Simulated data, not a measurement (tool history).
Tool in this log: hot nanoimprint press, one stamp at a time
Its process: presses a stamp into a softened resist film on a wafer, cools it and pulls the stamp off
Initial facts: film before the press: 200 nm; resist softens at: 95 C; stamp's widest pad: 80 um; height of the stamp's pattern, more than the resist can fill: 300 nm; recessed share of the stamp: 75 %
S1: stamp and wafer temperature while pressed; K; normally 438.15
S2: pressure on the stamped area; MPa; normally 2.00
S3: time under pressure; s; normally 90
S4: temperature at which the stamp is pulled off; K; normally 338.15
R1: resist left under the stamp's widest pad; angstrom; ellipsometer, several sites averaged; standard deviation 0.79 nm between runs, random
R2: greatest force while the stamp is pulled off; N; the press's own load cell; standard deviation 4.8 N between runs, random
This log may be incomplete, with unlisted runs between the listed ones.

| run | hour | S1 | S2 | S3 | S4 | R1 | R2 |
|---|---|---|---|---|---|---|---|
| 1 | 0.0 | 438.15 | 2.00 | 90 | 338.15 | 986 | 304 |
| 2 | 10.4 | 445.15 | 2.00 | 90 | 338.15 | 740 | 298 |
| 3 | 19.8 | 438.15 | 2.00 | 90 | 338.15 | 992 | 302 |
| 4 | 30.0 | 438.15 | 2.00 | 90 | 338.15 | 1000 | 302 |
| 5 | 35.7 | 438.15 | 2.00 | 90 | 338.15 | 999 | 294 |
| 6 | 46.0 | 438.15 | 2.00 | 90 | 338.15 | 1003 | 299 |
| 7 | 51.9 | 438.15 | 2.00 | 90 | 338.15 | 992 | 300 |
| 8 | 61.9 | 438.15 | 2.00 | 90 | 338.15 | 990 | 308 |
| 9 | 67.9 | 438.15 | 2.00 | 90 | 338.15 | 988 | 302 |
| 10 | 76.4 | 438.15 | 2.00 | 90 | 338.15 | 1006 | 296 |
| 11 | 83.6 | 438.15 | 2.00 | 90 | 338.15 | 987 | 310 |
| 12 | 92.4 | 438.15 | 2.00 | 90 | 338.15 | 998 | 299 |
| 13 | 99.7 | 438.15 | 2.00 | 90 | 327.15 | 980 | 347 |
| 14 | 109.3 | 438.15 | 2.00 | 156 | 338.15 | 798 | 298 |
| 15 | 115.5 | 438.15 | 2.00 | 156 | 338.15 | 800 | 307 |
| 16 | 123.0 | 438.15 | 2.00 | 156 | 338.15 | 808 | 307 |
| 17 | 129.3 | 433.15 | 2.26 | 103 | 330.15 | 1086 | 341 |
| 18 | 140.0 | 445.15 | 2.00 | 114 | 333.15 | 670 | 320 |
| 19 | 150.4 | 448.15 | 2.00 | 114 | 334.15 | 606 | 331 |
| 20 | 156.2 | 448.15 | 2.42 | 63 | 338.15 | 690 | 313 |
| 21 | 166.4 | 448.15 | 2.42 | 71 | 329.15 | 664 | 348 |
| 22 | 174.2 | 438.15 | 2.00 | 173 | 338.15 | 770 | 303 |
| 23 | 179.7 | 438.15 | 2.00 | 90 | 324.15 | 978 | 355 |
| 24 | 184.1 | 438.15 | 2.00 | 90 | 324.15 | 973 | 359 |
| 25 | 190.3 | 449.15 | 1.63 | 90 | 338.15 | 706 | 310 |
| 26 | 196.8 | 435.15 | 1.28 | 90 | 338.15 | 1298 | 323 |
| 27 | 207.4 | 438.15 | 2.00 | 90 | 338.15 | 991 | 312 |
| 28 | 217.2 | 438.15 | 2.08 | 90 | 328.15 | 965 | 345 |
| 29 | 222.2 | 438.15 | 2.08 | 90 | 328.15 | 958 | 352 |
| 30 | 229.2 | 438.15 | 2.08 | 90 | 328.15 | 961 | 373 |
| 31 | 236.3 | 438.15 | 2.08 | 90 | 328.15 | 961 | 349 |

Branching from run 31: 3 alternative next runs. What would each branch give?
| A | 245.0 | 433.15 | 2.52 | 90 | 333.15 | ? | ? |
| B | 245.0 | 434.15 | 2.08 | 117 | 331.15 | ? | ? |
| C | 245.0 | 438.15 | 2.08 | 90 | 337.15 | ? | ? |

| run | R1 | R2 |
|---|---|---|
| A | 1078 | 339 |
| B | 1027 | 337 |
| C | 956 | 324 |
Take away the tool's hidden state, keep each run's random variation, and the runs would have read:
| run | R1 | R2 |
|---|---|---|
| A | 1113 | 249 |
| B | 1062 | 247 |
| C | 988 | 238 |
